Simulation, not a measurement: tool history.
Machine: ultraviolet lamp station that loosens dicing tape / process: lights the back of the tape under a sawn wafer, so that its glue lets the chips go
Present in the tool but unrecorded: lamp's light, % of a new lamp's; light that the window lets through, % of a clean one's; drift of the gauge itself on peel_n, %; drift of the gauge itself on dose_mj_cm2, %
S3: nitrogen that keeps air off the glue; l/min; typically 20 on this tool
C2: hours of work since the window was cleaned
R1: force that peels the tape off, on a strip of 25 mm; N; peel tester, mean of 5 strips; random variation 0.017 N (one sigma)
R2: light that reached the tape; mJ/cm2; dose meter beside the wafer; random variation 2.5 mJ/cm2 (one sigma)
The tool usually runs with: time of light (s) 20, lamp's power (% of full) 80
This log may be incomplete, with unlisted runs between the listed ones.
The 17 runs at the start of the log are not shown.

{"run": 18, "day": 7.008, "time of light (s)": 19, "lamp's power (% of full)": 75, "S3": 34, "hours of work of the lamp": 111, "C2": 67, "R1": 0.873, "R2": 243}
{"run": 19, "day": 7.338, "time of light (s)": 19, "lamp's power (% of full)": 75, "S3": 34, "hours of work of the lamp": 115, "C2": 70, "R1": 0.879, "R2": 239}
{"run": 20, "day": 7.792, "time of light (s)": 19, "lamp's power (% of full)": 75, "S3": 34, "hours of work of the lamp": 120, "C2": 76, "R1": 0.899, "R2": 241}
{"run": 21, "day": 8.35, "time of light (s)": 13, "lamp's power (% of full)": 60, "S3": 34, "hours of work of the lamp": 126, "C2": 82, "R1": 2.299, "R2": 128}
{"run": 22, "day": 8.838, "time of light (s)": 37, "lamp's power (% of full)": 98, "S3": 7, "hours of work of the lamp": 132, "C2": 87, "R1": 0.294, "R2": 603}
{"run": 23, "day": 9.183, "time of light (s)": 18, "lamp's power (% of full)": 77, "S3": 22, "hours of work of the lamp": 136, "C2": 91, "R1": 1.146, "R2": 233}
{"run": 24, "day": 9.617, "time of light (s)": 22, "lamp's power (% of full)": 72, "S3": 19, "hours of work of the lamp": 141, "C2": 96, "R1": 0.99, "R2": 260}
{"run": 25, "day": 9.958, "time of light (s)": 22, "lamp's power (% of full)": 72, "S3": 19, "hours of work of the lamp": 145, "C2": 100, "R1": 0.977, "R2": 263}
{"run": 26, "day": 10.342, "time of light (s)": 22, "lamp's power (% of full)": 72, "S3": 19, "hours of work of the lamp": 149, "C2": 105, "R1": 0.993, "R2": 261}
{"run": 27, "day": 10.654, "time of light (s)": 12, "lamp's power (% of full)": 80, "S3": 17, "hours of work of the lamp": 153, "C2": 108, "R1": 2.255, "R2": 159}
{"run": 28, "day": 11.158, "time of light (s)": 12, "lamp's power (% of full)": 86, "S3": 6, "hours of work of the lamp": 158, "C2": 114, "R1": 2.972, "R2": 172}
{"run": 29, "day": 11.671, "time of light (s)": 12, "lamp's power (% of full)": 86, "S3": 13, "hours of work of the lamp": 164, "C2": 120, "R1": 2.33, "R2": 168}
{"run": 30, "day": 12.1, "time of light (s)": 14, "lamp's power (% of full)": 68, "S3": 13, "hours of work of the lamp": 169, "C2": 125, "R1": 2.577, "R2": 155}
{"run": 31, "day": 12.55, "time of light (s)": 14, "lamp's power (% of full)": 68, "S3": 13, "hours of work of the lamp": 174, "C2": 130, "R1": 2.502, "R2": 149}

Each row is a separate what-if for the run after 31, all from the same tool condition, not one after another. Results?
{"run": "A", "day": 12.854, "time of light (s)": 14, "lamp's power (% of full)": 68, "S3": 8, "hours of work of the lamp": 178, "C2": 133, "R1": "?", "R2": "?"}
{"run": "B", "day": 12.854, "time of light (s)": 20, "lamp's power (% of full)": 67, "S3": 25, "hours of work of the lamp": 178, "C2": 133, "R1": "?", "R2": "?"}
{"run": "C", "day": 12.854, "time of light (s)": 20, "lamp's power (% of full)": 80, "S3": 12, "hours of work of the lamp": 178, "C2": 133, "R1": "?", "R2": "?"}
{"run": "D", "day": 12.854, "time of light (s)": 20, "lamp's power (% of full)": 61, "S3": 36, "hours of work of the lamp": 178, "C2": 133, "R1": "?", "R2": "?"}
{"run": "E", "day": 12.854, "time of light (s)": 29, "lamp's power (% of full)": 95, "S3": 29, "hours of work of the lamp": 178, "C2": 133, "R1": "?", "R2": "?"}

run=A R1=2.973 R2=158
run=B R1=1.207 R2=217
run=C R1=1.329 R2=261
run=D R1=1.239 R2=202
run=E R1=0.229 R2=445
The same runs, with their run-to-run variation unchanged, on a tool lacking any hidden condition would have given:
run=A R1=2.720 R2=173
run=B R1=1.021 R2=238
run=C R1=1.130 R2=285
run=D R1=1.049 R2=221
run=E R1=0.185 R2=487

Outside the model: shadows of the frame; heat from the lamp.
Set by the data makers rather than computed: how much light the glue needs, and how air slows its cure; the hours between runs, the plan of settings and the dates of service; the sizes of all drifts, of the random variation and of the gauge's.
